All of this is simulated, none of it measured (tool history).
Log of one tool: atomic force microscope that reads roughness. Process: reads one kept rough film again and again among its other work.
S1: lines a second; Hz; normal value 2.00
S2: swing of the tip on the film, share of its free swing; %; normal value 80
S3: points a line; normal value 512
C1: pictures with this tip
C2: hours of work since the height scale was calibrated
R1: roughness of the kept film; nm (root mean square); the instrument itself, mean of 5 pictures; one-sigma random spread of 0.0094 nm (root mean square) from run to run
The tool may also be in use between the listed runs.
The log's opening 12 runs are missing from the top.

run,hour,S1,S2,S3,C1,C2,R1
13,228.1,2.00,80,512,159,528,1.899
14,247.7,2.00,80,512,186,544,1.877
15,267.3,2.00,80,512,213,560,1.845
16,278.4,2.00,80,512,229,569,1.814
17,292.4,2.00,80,931,248,580,1.802
18,311.0,2.00,80,931,274,595,1.786
# hour 319.7: new tip fitted
19,329.8,3.45,80,512,14,609,1.995
# hour 331.9: height scale calibrated on a step standard
20,343.1,2.00,80,799,31,9,2.059
21,355.8,2.00,80,799,48,19,2.048
22,380.5,0.69,80,512,82,39,2.086
23,393.6,0.69,80,512,101,49,2.039
24,415.8,0.69,80,512,131,67,2.001
25,438.4,0.95,66,411,162,85,1.982

For run 26, what comes out?
# hour 441.4: height scale calibrated on a step standard, once more
26,454.6,2.00,81,410,183,10,?

Run 26 gave R1 1.893 nm (root mean square).
On a tool with no hidden condition, and with the same random variation, this run would have come out at R1 2.110 nm (root mean square).
